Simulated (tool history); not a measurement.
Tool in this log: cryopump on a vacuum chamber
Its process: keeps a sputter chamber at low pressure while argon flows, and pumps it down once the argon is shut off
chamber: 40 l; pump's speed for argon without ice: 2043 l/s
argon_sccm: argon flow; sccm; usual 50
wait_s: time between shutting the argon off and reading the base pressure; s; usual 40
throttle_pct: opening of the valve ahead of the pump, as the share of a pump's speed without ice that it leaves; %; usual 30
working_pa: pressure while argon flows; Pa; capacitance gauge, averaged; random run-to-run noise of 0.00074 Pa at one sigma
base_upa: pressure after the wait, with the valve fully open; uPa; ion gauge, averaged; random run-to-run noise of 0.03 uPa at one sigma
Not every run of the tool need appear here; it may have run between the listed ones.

run    hour  argon_sccm  wait_s  throttle_pct  working_pa  base_upa
  1       0          50      40            30      0.1455      1.54
  2    73.9          50      40            30      0.1456      1.63
  3   130.9          50      40            30      0.1465      1.68
  4   212.3          46      40            30      0.1359      1.68
  5   293.4          46      40            30      0.1357      1.76
  6   346.2          46      40            30      0.1378       1.8
      372.9  -- pump warmed up, emptied and cooled again
  7     433          46      40            30      0.1288      1.77
  8   485.1          50      50            30      0.1418      1.53
  9   546.4          50     148            30      0.1412      0.82
 10   628.5          50     148            30      0.1407      0.88
 11   692.4          50     148            30      0.1428      0.91
 12   769.9          50     148            30      0.1438      0.96
 13     822          50     148            30      0.1427      1.01
 14   884.8          50     148            30      0.1434      1.01
 15   936.9          50     148            30      0.1448      1.07
 16   991.1          22      40            28      0.0681      2.11
 17  1080.1          31      40            20      0.1324      2.16
 18  1146.2          89      68            31      0.2533      1.58
 19  1204.3          50     240            30      0.1465      1.08
 20  1325.9          40     207            18      0.1924      1.21
 21  1436.4          40     207            18      0.1936      1.24
 22  1494.9          60      40            30      0.1792      2.46
     1562.5  -- pump warmed up, emptied and cooled again
 23    1576          60      40            30       0.167      2.34
 24  1655.3          60      40            30      0.1673      2.35
 25  1714.9          60      40            30      0.1687      2.39
 26  1833.1          43     191            16      0.2274      1.34
 27  1929.7          43     191            16      0.2257      1.36
 28  2043.3          43     191            16      0.2248       1.5
 29  2139.5          43     191            16      0.2272      1.54

5 ways to go on from here, each from the tool as it stands after run 29. What would each give?
  A  2218.2          24     140            18           ?         ?
  B  2218.2          23      76            30           ?         ?
  C  2218.2          34     190            29           ?         ?
  D  2218.2          43     191            19           ?         ?
  E  2218.2          36      39            22           ?         ?

run  working_pa  base_upa
  A       0.113       1.7
  B      0.0669      2.09
  C      0.1025       1.6
  D      0.1931      1.66
  E      0.1398      2.68
With no hidden state in the tool, these same runs would have given:
run  working_pa  base_upa
  A      0.1096      0.53
  B      0.0636       0.9
  C      0.0976      0.44
  D       0.187      0.45
  E      0.1347      1.52

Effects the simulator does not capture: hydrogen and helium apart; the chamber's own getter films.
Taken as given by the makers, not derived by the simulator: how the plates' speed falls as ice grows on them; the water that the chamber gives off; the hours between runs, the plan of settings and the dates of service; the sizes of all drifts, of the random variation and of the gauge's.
